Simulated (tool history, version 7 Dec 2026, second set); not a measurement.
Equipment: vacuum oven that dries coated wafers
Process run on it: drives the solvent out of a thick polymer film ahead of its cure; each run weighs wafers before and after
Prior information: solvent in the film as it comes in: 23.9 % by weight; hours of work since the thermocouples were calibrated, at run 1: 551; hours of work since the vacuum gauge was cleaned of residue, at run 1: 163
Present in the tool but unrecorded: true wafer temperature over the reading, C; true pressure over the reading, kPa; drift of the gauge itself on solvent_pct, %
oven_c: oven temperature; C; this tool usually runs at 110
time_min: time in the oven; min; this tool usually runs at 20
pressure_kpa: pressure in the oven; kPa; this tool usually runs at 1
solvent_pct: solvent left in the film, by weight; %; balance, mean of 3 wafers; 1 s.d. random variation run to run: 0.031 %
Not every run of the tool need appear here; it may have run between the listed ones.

run     day  oven_c  time_min  pressure_kpa  hours of work since the thermocouples were calibrated  hours of work since the vacuum gauge was cleaned of residue  solvent_pct
  1       0     110        20             1                                                    551                                                          163         1.53
  2   1.842     110        20             1                                                    579                                                          191         1.46
  3   3.104     110        20             1                                                    599                                                          211         1.52
  4   4.704     110        20             1                                                    623                                                          235         1.47
  5   6.771     110        20             1                                                    655                                                          267         1.39
  6   8.862     110        20             1                                                    688                                                          299         1.44
  7  10.908     110        20             1                                                    719                                                          331         1.46
  8  12.675     110        20             1                                                    746                                                          358         1.45
  9  14.896     110        20             1                                                    781                                                          392         1.44
 10  16.042     110        20             1                                                    798                                                          410         1.46
 11  18.138     110        20             1                                                    831                                                          442         1.45
 12  19.508     110        20             1                                                    852                                                          464         1.46
 13  21.208     110        16             1                                                    878                                                          490         2.05
 14  23.679     110        16          0.51                                                    916                                                          528         1.71
     23.871  -- vacuum gauge cleaned of residue and calibrated
 15  25.679     110        17             1                                                    946                                                           28         1.84
 16  27.454     110        17             1                                                    973                                                           55         1.87
 17  29.692     110        11             1                                                   1008                                                           90         3.75
 18   31.45     110        11             1                                                   1035                                                          117         3.74
     32.588  -- vacuum gauge cleaned of residue and calibrated, once more
 19  32.879     110        11             1                                                   1056                                                            4          3.5
 20  35.129     110        11             1                                                   1091                                                           39         3.48
 21  37.329     120        20             1                                                   1125                                                           73         0.59
 22  39.017     120        20             1                                                   1151                                                           99         0.57
 23  40.546     101        13          2.71                                                   1174                                                          123         6.67
 24  42.321     113        20             1                                                   1202                                                          150         0.96
 25  44.588     113        17          0.52                                                   1237                                                          185         0.97
 26  47.008      99        20          1.11                                                   1274                                                          222         3.63
 27  48.267      99        20          1.11                                                   1293                                                          242         3.66
 28  50.721     116        14          2.14                                                   1331                                                          280         1.91
 29  52.383     122        21           0.7                                                   1357                                                          305         0.36
 30  53.942      99        20             1                                                   1381                                                          329         3.49
 31  56.079      99        20             1                                                   1414                                                          362         3.43
 32  57.921      99        20             1                                                   1442                                                          391         3.41
 33  59.383     119        11          0.85                                                   1465                                                          413         1.33
 34  60.646     119        11          0.85                                                   1484                                                          433         1.34
 35  62.446     119        11          0.85                                                   1512                                                          460         1.35
 36    64.7      98        34          1.12                                                   1547                                                          495         1.93
 37    66.2      98        34          1.12                                                   1570                                                          518         1.94
 38  67.733     107        29          1.56                                                   1593                                                          542         1.48
 39  70.233     107        19          1.56                                                   1632                                                          581         2.14
 40  72.496     107        19          1.56                                                   1667                                                          615         2.19

What if the next run were any one of these 4? Each begins from the tool's condition after run 40:
  A  75.038      96        11          1.56                                                   1706                                                          655            ?
  B  75.038     118        33          2.22                                                   1706                                                          655            ?
  C  75.038     110        20           1.5                                                   1706                                                          655            ?
  D  75.038     101        22             1                                                   1706                                                          655            ?

run  solvent_pct
  A         8.44
  B          1.2
  C         1.55
  D         2.54
The same runs, with their run-to-run variation unchanged, on a tool lacking any hidden condition would have given:
run  solvent_pct
  A         9.62
  B         1.25
  C         1.89
  D         3.21

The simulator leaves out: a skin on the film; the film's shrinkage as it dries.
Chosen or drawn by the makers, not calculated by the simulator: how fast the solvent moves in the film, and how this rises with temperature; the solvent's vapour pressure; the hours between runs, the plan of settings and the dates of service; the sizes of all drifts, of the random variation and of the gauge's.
